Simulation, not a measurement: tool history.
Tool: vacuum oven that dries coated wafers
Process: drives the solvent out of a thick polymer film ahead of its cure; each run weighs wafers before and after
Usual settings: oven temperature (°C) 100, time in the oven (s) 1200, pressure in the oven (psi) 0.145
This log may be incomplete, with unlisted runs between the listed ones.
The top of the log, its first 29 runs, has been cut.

run 30 hour=2032.1 | oven_temperature_(°C)=114 time_in_the_oven_(s)=1380 pressure_in_the_oven_(psi)=0.241 | solvent_left_in_the_film_(%)=0.71
run 31 hour=2114.9 | oven_temperature_(°C)=105 time_in_the_oven_(s)=1380 pressure_in_the_oven_(psi)=0.46 | solvent_left_in_the_film_(%)=1.67
run 32 hour=2154.6 | oven_temperature_(°C)=90 time_in_the_oven_(s)=2160 pressure_in_the_oven_(psi)=0.145 | solvent_left_in_the_film_(%)=1.82
run 33 hour=2196.7 | oven_temperature_(°C)=104 time_in_the_oven_(s)=1080 pressure_in_the_oven_(psi)=0.145 | solvent_left_in_the_film_(%)=1.62
run 34 hour=2268.9 | oven_temperature_(°C)=100 time_in_the_oven_(s)=1200 pressure_in_the_oven_(psi)=0.371 | solvent_left_in_the_film_(%)=2.48
run 35 hour=2344.3 | oven_temperature_(°C)=100 time_in_the_oven_(s)=1200 pressure_in_the_oven_(psi)=0.371 | solvent_left_in_the_film_(%)=2.47
run 36 hour=2398.3 | oven_temperature_(°C)=86 time_in_the_oven_(s)=1680 pressure_in_the_oven_(psi)=0.186 | solvent_left_in_the_film_(%)=3.42
run 37 hour=2450.4 | oven_temperature_(°C)=105 time_in_the_oven_(s)=780 pressure_in_the_oven_(psi)=0.087 | solvent_left_in_the_film_(%)=2.26
run 38 hour=2517 | oven_temperature_(°C)=105 time_in_the_oven_(s)=720 pressure_in_the_oven_(psi)=0.145 | solvent_left_in_the_film_(%)=2.66
run 39 hour=2576.3 | oven_temperature_(°C)=105 time_in_the_oven_(s)=1320 pressure_in_the_oven_(psi)=0.299 | solvent_left_in_the_film_(%)=1.37
run 40 hour=2671.5 | oven_temperature_(°C)=105 time_in_the_oven_(s)=1920 pressure_in_the_oven_(psi)=0.17 | solvent_left_in_the_film_(%)=0.6
run 41 hour=2745.3 | oven_temperature_(°C)=105 time_in_the_oven_(s)=1920 pressure_in_the_oven_(psi)=0.17 | solvent_left_in_the_film_(%)=0.74
run 42 hour=2812.6 | oven_temperature_(°C)=104 time_in_the_oven_(s)=780 pressure_in_the_oven_(psi)=0.157 | solvent_left_in_the_film_(%)=2.51
run 43 hour=2883.8 | oven_temperature_(°C)=94 time_in_the_oven_(s)=1140 pressure_in_the_oven_(psi)=0.473 | solvent_left_in_the_film_(%)=3.85
run 44 hour=2968.3 | oven_temperature_(°C)=94 time_in_the_oven_(s)=1140 pressure_in_the_oven_(psi)=0.473 | solvent_left_in_the_film_(%)=3.86
run 45 hour=3046.1 | oven_temperature_(°C)=95 time_in_the_oven_(s)=1920 pressure_in_the_oven_(psi)=0.145 | solvent_left_in_the_film_(%)=1.43
run 46 hour=3126.1 | oven_temperature_(°C)=93 time_in_the_oven_(s)=1920 pressure_in_the_oven_(psi)=0.145 | solvent_left_in_the_film_(%)=1.49

5 options for the next run, each taken on its own from the tool as it stands now. Forecast them:
run A hour=3196.3 | oven_temperature_(°C)=111 time_in_the_oven_(s)=1920 pressure_in_the_oven_(psi)=0.136 | solvent_left_in_the_film_(%)=?
run B hour=3196.3 | oven_temperature_(°C)=102 time_in_the_oven_(s)=1020 pressure_in_the_oven_(psi)=0.173 | solvent_left_in_the_film_(%)=?
run C hour=3196.3 | oven_temperature_(°C)=92 time_in_the_oven_(s)=1080 pressure_in_the_oven_(psi)=0.136 | solvent_left_in_the_film_(%)=?
run D hour=3196.3 | oven_temperature_(°C)=100 time_in_the_oven_(s)=1200 pressure_in_the_oven_(psi)=0.336 | solvent_left_in_the_film_(%)=?
run E hour=3196.3 | oven_temperature_(°C)=100 time_in_the_oven_(s)=1920 pressure_in_the_oven_(psi)=0.374 | solvent_left_in_the_film_(%)=?

run=A solvent_left_in_the_film_(%)=0.45
run=B solvent_left_in_the_film_(%)=1.95
run=C solvent_left_in_the_film_(%)=3.49
run=D solvent_left_in_the_film_(%)=2.19
run=E solvent_left_in_the_film_(%)=1.45
Take away the tool's hidden state, keep each run's random variation, and the runs would have read:
run=A solvent_left_in_the_film_(%)=0.37
run=B solvent_left_in_the_film_(%)=2.21
run=C solvent_left_in_the_film_(%)=3.83
run=D solvent_left_in_the_film_(%)=2.45
run=E solvent_left_in_the_film_(%)=1.53
